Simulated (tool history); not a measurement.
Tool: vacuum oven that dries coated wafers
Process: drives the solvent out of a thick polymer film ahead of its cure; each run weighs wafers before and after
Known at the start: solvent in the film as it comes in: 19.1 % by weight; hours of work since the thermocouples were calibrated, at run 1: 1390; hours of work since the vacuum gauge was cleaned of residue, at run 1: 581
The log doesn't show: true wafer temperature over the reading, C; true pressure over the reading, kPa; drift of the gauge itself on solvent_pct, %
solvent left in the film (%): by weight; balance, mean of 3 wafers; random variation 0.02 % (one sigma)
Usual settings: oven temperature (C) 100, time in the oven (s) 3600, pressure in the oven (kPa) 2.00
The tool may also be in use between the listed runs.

run,hour,oven temperature (C),time in the oven (s),pressure in the oven (kPa),hours of work since the thermocouples were calibrated,hours of work since the vacuum gauge was cleaned of residue,solvent left in the film (%)
1,0.0,100,3600,2.00,1390,581,1.48
2,21.5,100,3600,2.00,1406,597,1.50
3,41.7,100,3600,2.00,1422,613,1.44
4,66.6,100,3600,2.00,1441,632,1.47
5,94.9,115,3600,2.00,1463,654,0.51
6,120.2,100,3600,2.00,1483,674,1.42
7,149.4,100,2640,2.00,1505,696,2.34
8,174.7,103,3600,2.00,1525,716,1.18
9,209.5,103,3600,2.00,1552,743,1.12
10,229.8,103,3600,2.00,1568,759,1.17
11,246.6,103,3600,2.00,1581,772,1.22
12,271.2,103,3600,2.00,1600,791,1.19
# hour 298.2: oven's thermocouples calibrated
13,307.8,103,3600,2.00,7,818,1.12
14,339.8,103,3600,2.00,32,842,1.17
15,356.0,100,3600,2.00,45,855,1.42
16,372.6,113,3600,1.29,58,868,0.46
17,398.7,114,6420,3.73,78,888,0.78
18,416.2,103,3600,4.41,91,902,1.81
19,441.0,98,2040,1.05,111,921,3.41
# hour 464.0: oven's thermocouples calibrated, once more
20,465.6,98,2580,1.05,1,938,2.74
21,487.7,114,3900,1.17,18,956,0.42
22,509.5,114,3900,1.17,35,972,0.42
23,535.6,102,6120,4.43,55,993,1.55
24,557.6,107,5880,1.15,73,1010,0.43
25,581.4,106,5880,1.15,91,1028,0.47
26,617.3,99,3600,2.31,119,1056,1.88
27,641.9,99,3600,2.31,138,1075,1.81
28,674.8,86,3900,2.00,163,1101,3.62
29,701.8,99,3900,2.00,184,1122,1.55

Measured less the same run without the tool's hidden state. The same run-to-run variation is in both; the gauge's scatter may not be:
run,solvent left in the film (%)
1,-0.05
2,-0.06
3,-0.06
4,-0.06
5,+0.02
6,-0.05
7,-0.13
8,-0.03
9,-0.03
10,-0.03
11,-0.03
12,-0.03
13,-0.07
14,-0.07
15,-0.11
16,+0.01
17,+0.02
18,-0.11
19,-0.31
20,+0.09
21,+0.08
22,+0.08
23,+0.12
24,+0.11
25,+0.12
26,+0.12
27,+0.12
28,+0.16
29,+0.12
